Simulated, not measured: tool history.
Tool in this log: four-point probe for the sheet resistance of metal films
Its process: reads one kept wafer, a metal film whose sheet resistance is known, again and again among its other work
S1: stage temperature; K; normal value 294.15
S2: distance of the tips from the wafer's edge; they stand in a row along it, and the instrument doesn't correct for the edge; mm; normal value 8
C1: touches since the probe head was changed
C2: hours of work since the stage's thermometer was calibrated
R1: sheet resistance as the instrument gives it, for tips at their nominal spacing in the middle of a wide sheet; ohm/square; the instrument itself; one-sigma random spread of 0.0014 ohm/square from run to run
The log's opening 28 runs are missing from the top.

run 29 hour=869.4 | S1=292.15 S2=66 | C1=105734 C2=63 | R1=7.041515
run 30 hour=901.8 | S1=294.15 S2=3 | C1=106989 C2=85 | R1=7.432074
run 31 hour=938.9 | S1=294.15 S2=3 | C1=108423 C2=111 | R1=7.429654
run 32 hour=980.2 | S1=294.15 S2=3 | C1=110023 C2=139 | R1=7.430892
run 33 hour=1023.4 | S1=294.15 S2=32 | C1=111693 C2=169 | R1=7.042257
-- hour=1036.9 stage's thermometer calibrated, once more
run 34 hour=1043.3 | S1=294.15 S2=4 | C1=112440 C2=4 | R1=7.250005
run 35 hour=1078.0 | S1=307.15 S2=32 | C1=113781 C2=28 | R1=6.987248
run 36 hour=1107.1 | S1=307.15 S2=32 | C1=114908 C2=48 | R1=6.985707
run 37 hour=1153.9 | S1=303.15 S2=70 | C1=116718 C2=80 | R1=6.994304
run 38 hour=1198.7 | S1=298.15 S2=5 | C1=118450 C2=111 | R1=7.157540
run 39 hour=1240.5 | S1=303.15 S2=49 | C1=120067 C2=139 | R1=6.996479

Run 40 has not been measured yet. What should we expect?
run 40 hour=1283.5 | S1=303.15 S2=49 | C1=121729 C2=169 | R1=?

{"run 40": {"R1": 6.996648}}
The same run, on a tool lacking any hidden state, would have yielded R1 6.978188 ohm/square.
